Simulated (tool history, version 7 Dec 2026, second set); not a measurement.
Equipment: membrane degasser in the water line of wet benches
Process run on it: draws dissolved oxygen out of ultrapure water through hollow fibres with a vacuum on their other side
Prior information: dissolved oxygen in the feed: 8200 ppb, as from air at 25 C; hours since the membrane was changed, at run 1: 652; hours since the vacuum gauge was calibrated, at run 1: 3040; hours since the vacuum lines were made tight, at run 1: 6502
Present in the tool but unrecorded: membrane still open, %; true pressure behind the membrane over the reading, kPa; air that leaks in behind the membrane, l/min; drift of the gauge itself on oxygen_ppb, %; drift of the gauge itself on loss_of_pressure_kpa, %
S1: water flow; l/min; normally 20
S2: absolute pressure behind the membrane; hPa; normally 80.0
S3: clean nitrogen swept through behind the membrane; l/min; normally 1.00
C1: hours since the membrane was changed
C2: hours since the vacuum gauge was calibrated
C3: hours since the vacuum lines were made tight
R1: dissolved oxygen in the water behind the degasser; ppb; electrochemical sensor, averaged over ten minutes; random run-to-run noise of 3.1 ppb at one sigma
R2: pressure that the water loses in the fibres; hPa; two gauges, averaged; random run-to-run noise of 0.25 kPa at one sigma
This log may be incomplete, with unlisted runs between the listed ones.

Run 1, hour 0.0: usual settings; C1 652; C2 3040; C3 6502. Result: R1 310.7 ppb, R2 656.7 hPa.
Run 2, hour 49.2: usual settings; C1 701; C2 3090; C3 6551. Result: R1 313.0 ppb, R2 658.0 hPa.
Run 3, hour 80.6: usual settings; C1 732; C2 3121; C3 6583. Result: R1 312.4 ppb, R2 658.0 hPa.
Run 4, hour 125.8: usual settings; C1 778; C2 3166; C3 6628. Result: R1 316.7 ppb, R2 653.0 hPa.
Run 5, hour 178.8: usual settings; C1 831; C2 3219; C3 6681. Result: R1 313.5 ppb, R2 660.8 hPa.
Run 6, hour 241.9: usual settings; C1 894; C2 3282; C3 6744. Result: R1 308.8 ppb, R2 658.1 hPa.
Run 7, hour 272.9: usual settings; C1 925; C2 3313; C3 6775. Result: R1 305.9 ppb, R2 660.7 hPa.
Run 8, hour 307.8: usual settings but S3 1.27 l/min; C1 960; C2 3348; C3 6810. Result: R1 272.6 ppb, R2 662.5 hPa.
Run 9, hour 333.8: usual settings; C1 986; C2 3374; C3 6836. Result: R1 311.3 ppb, R2 662.8 hPa.
Run 10, hour 369.6: usual settings; C1 1022; C2 3410; C3 6872. Result: R1 308.9 ppb, R2 665.4 hPa.
Run 11, hour 415.3: usual settings but S1 26 l/min; C1 1067; C2 3456; C3 6917. Result: R1 480.0 ppb, R2 860.2 hPa.
Run 12, hour 469.0: usual settings but S1 24 l/min; C1 1121; C2 3509; C3 6971. Result: R1 417.0 ppb, R2 795.5 hPa.
Run 13, hour 528.7: usual settings but S1 24 l/min; C1 1181; C2 3569; C3 7031. Result: R1 420.7 ppb, R2 796.2 hPa.
Run 14, hour 578.1: usual settings but S1 24 l/min; C1 1230; C2 3618; C3 7080. Result: R1 430.9 ppb, R2 794.1 hPa.
Run 15, hour 628.9: usual settings but S1 21 l/min; C1 1281; C2 3669; C3 7131. Result: R1 332.2 ppb, R2 695.7 hPa.
Run 16, hour 664.5: usual settings but S2 105.5 hPa; C1 1316; C2 3705; C3 7166. Result: R1 414.9 ppb, R2 667.3 hPa.
Run 17, hour 723.4: usual settings but S1 12 l/min, S3 1.05 l/min; C1 1375; C2 3764; C3 7225. Result: R1 140.4 ppb, R2 401.8 hPa.
Run 18, hour 749.5: usual settings but S1 15 l/min, S2 173.0 hPa, S3 0.86 l/min; C1 1401; C2 3790; C3 7251. Result: R1 557.0 ppb, R2 496.2 hPa.
Run 19, hour 780.2: usual settings but S2 111.8 hPa; C1 1432; C2 3821; C3 7282. Result: R1 456.5 ppb, R2 668.1 hPa.
Run 20, hour 829.9: usual settings but S2 111.8 hPa; C1 1482; C2 3870; C3 7332. Result: R1 439.7 ppb, R2 668.7 hPa.
Run 21, hour 892.2: usual settings but S1 12 l/min, S3 2.30 l/min; C1 1544; C2 3933; C3 7394. Result: R1 74.0 ppb, R2 394.7 hPa.
Run 22, hour 937.8: usual settings but S3 0.86 l/min; C1 1590; C2 3978; C3 7440. Result: R1 338.7 ppb, R2 667.0 hPa.
Run 23, hour 999.2: usual settings but S3 0.86 l/min; C1 1651; C2 4040; C3 7501. Result: R1 344.5 ppb, R2 667.5 hPa.

Forecast run 24:
Run 24, hour 1049.2: usual settings but S1 23 l/min; C1 1701; C2 4090; C3 7551. Result: R1 ?, R2 ?.

Run 24 produced R1 402.3 ppb, R2 765.5 hPa.
Without the tool's hidden state the same run would have given R1 402.1 ppb, R2 753.2 hPa.
